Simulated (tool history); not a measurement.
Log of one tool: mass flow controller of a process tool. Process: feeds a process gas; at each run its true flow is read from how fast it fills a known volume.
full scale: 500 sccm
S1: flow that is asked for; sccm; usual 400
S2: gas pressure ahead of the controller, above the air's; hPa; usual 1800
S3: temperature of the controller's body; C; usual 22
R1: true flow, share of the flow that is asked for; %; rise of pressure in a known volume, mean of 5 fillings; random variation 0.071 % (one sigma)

run    hour   S1    S2  S3      R1
  1       0  400  1800  22   99.78
  2   109.4  400  1800  22   99.79
  3   193.5  400  1810  22   99.79
  4   355.4  400  1810  22   99.85
  5   504.3  400  1510  22   99.63
  6   655.8  400  1510  22   99.89
  7   756.7  400  1800  22   99.93
  8   898.7  400  1800  22    99.9
  9   995.5  400  1800  22  100.09
 10    1169  400  1800  35   99.29
     1182.1  -- controller's zero set anew
 11  1313.8  400  1800  22  100.12
 12  1488.9  400  1800  22  100.13
 13  1681.7  407  1800  38   99.19
 14  1817.1  407  1800  38   99.14
 15  1897.5  246  1800  24   99.41
 16  2011.3   67  1800  20  100.89
 17  2171.2  316  2620  36   99.58
 18  2253.6  400  1410  25   99.96
     2302.6  -- controller's zero set anew, once more
 19  2375.7  400  1410  25   99.51
 20  2479.4  400  1480  39   98.69
 21  2618.8  400  1480  39   98.77
 22  2723.2  176  1710  27   98.56
 23  2918.4   60  2340  24    98.9
 24  3037.9  282  1550  24   99.39

Forecast each of these 5 alternatives for the next run:
  A  3215.1  368  1800  22   ?
  B  3215.1  114  2060  20   ?
  C  3215.1  278  2540  21   ?
  D  3215.1  459  1550  21   ?
  E  3215.1  118  2310  22   ?

run      R1
  A  100.16
  B   99.18
  C  100.07
  D  100.47
  E   99.18
Without the tool's hidden state the same runs would have given:
run     R1
  A  99.57
  B  98.38
  C  99.45
  D   99.9
  E  98.39

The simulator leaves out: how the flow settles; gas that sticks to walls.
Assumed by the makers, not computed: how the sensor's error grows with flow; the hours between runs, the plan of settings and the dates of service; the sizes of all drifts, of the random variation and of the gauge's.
